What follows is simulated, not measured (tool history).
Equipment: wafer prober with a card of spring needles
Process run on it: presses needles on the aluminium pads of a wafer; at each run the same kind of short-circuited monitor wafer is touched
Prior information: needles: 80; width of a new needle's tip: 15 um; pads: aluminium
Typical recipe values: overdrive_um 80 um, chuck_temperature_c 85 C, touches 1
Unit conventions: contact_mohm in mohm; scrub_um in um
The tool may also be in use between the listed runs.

run 1 day=0 | overdrive_um=80 chuck_temperature_c=85 touches=1 | contact_mohm=127 scrub_um=13.22
-- day=0.142 tips cleaned on abrasive film
-- day=0.279 tips cleaned on abrasive film
run 2 day=0.342 | overdrive_um=80 chuck_temperature_c=85 touches=1 | contact_mohm=143 scrub_um=13.5
-- day=0.425 tips cleaned on abrasive film
-- day=0.558 tips cleaned on abrasive film
run 3 day=0.558 | overdrive_um=80 chuck_temperature_c=85 touches=1 | contact_mohm=127 scrub_um=13.5
-- day=0.708 tips cleaned on abrasive film
-- day=0.833 tips cleaned on abrasive film
run 4 day=0.938 | overdrive_um=80 chuck_temperature_c=85 touches=1 | contact_mohm=156 scrub_um=13.59
-- day=0.971 tips cleaned on abrasive film
-- day=1.112 tips cleaned on abrasive film
-- day=1.254 tips cleaned on abrasive film
run 5 day=1.254 | overdrive_um=80 chuck_temperature_c=85 touches=1 | contact_mohm=127 scrub_um=13.27
-- day=1.379 tips cleaned on abrasive film
run 6 day=1.492 | overdrive_um=80 chuck_temperature_c=85 touches=1 | contact_mohm=156 scrub_um=13.55
-- day=1.525 tips cleaned on abrasive film
-- day=1.671 tips cleaned on abrasive film
-- day=1.8 tips cleaned on abrasive film
-- day=1.946 tips cleaned on abrasive film
run 7 day=1.954 | overdrive_um=80 chuck_temperature_c=85 touches=1 | contact_mohm=131 scrub_um=13.39
-- day=2.075 tips cleaned on abrasive film
-- day=2.221 tips cleaned on abrasive film
run 8 day=2.321 | overdrive_um=80 chuck_temperature_c=46 touches=1 | contact_mohm=154 scrub_um=13.34
-- day=2.35 tips cleaned on abrasive film
-- day=2.483 tips cleaned on abrasive film
-- day=2.633 tips cleaned on abrasive film
run 9 day=2.654 | overdrive_um=80 chuck_temperature_c=46 touches=1 | contact_mohm=129 scrub_um=13.48
-- day=2.767 tips cleaned on abrasive film
-- day=2.896 tips cleaned on abrasive film
run 10 day=2.896 | overdrive_um=80 chuck_temperature_c=46 touches=1 | contact_mohm=123 scrub_um=13.3
-- day=3.021 tips cleaned on abrasive film
-- day=3.154 tips cleaned on abrasive film
run 11 day=3.262 | overdrive_um=80 chuck_temperature_c=46 touches=1 | contact_mohm=149 scrub_um=13.35
-- day=3.296 tips cleaned on abrasive film
-- day=3.442 tips cleaned on abrasive film
-- day=3.583 tips cleaned on abrasive film
run 12 day=3.612 | overdrive_um=62 chuck_temperature_c=31 touches=1 | contact_mohm=143 scrub_um=10.22
-- day=3.721 tips cleaned on abrasive film
-- day=3.867 tips cleaned on abrasive film
run 13 day=3.888 | overdrive_um=62 chuck_temperature_c=31 touches=1 | contact_mohm=134 scrub_um=10.26
-- day=4.008 tips cleaned on abrasive film
-- day=4.162 tips cleaned on abrasive film
-- day=4.262 height of the first contact set anew
-- day=4.296 tips cleaned on abrasive film
run 14 day=4.296 | overdrive_um=62 chuck_temperature_c=31 touches=1 | contact_mohm=127 scrub_um=10.92
-- day=4.446 tips cleaned on abrasive film
-- day=4.592 tips cleaned on abrasive film
-- day=4.721 tips cleaned on abrasive film
run 15 day=4.725 | overdrive_um=61 chuck_temperature_c=44 touches=2 | contact_mohm=124 scrub_um=10.79
-- day=4.862 tips cleaned on abrasive film
-- day=4.996 tips cleaned on abrasive film
-- day=5.142 tips cleaned on abrasive film
run 16 day=5.204 | overdrive_um=82 chuck_temperature_c=124 touches=1 | contact_mohm=144 scrub_um=14.54
-- day=5.292 tips cleaned on abrasive film
run 17 day=5.408 | overdrive_um=100 chuck_temperature_c=85 touches=1 | contact_mohm=143 scrub_um=17.54
-- day=5.442 tips cleaned on abrasive film
-- day=5.579 tips cleaned on abrasive film
-- day=5.717 tips cleaned on abrasive film
-- day=5.846 tips cleaned on abrasive film
run 18 day=5.846 | overdrive_um=100 chuck_temperature_c=85 touches=1 | contact_mohm=123 scrub_um=17.54
-- day=5.971 tips cleaned on abrasive film
-- day=6.117 tips cleaned on abrasive film
run 19 day=6.175 | overdrive_um=80 chuck_temperature_c=85 touches=3 | contact_mohm=129 scrub_um=13.89

Below, some changes in contact_mohm between adjacent runs. For each, the amount present without the hidden state too (settings, incoming material, random variation) and the amount remaining for the hidden state with gauge scatter not shared by both compared results:
What the log doesn't record here: debris on the tips, nm; way that the needles fall short of the set height, um; tips' diameter, um; drift of the gauge itself on contact_mohm, %; drift of the gauge itself on scrub_um, %.
Run 3 -> 4: tips cleaned on abrasive film, tips cleaned on abrasive film. contact_mohm +29 mohm: hidden state +29, all else +0.
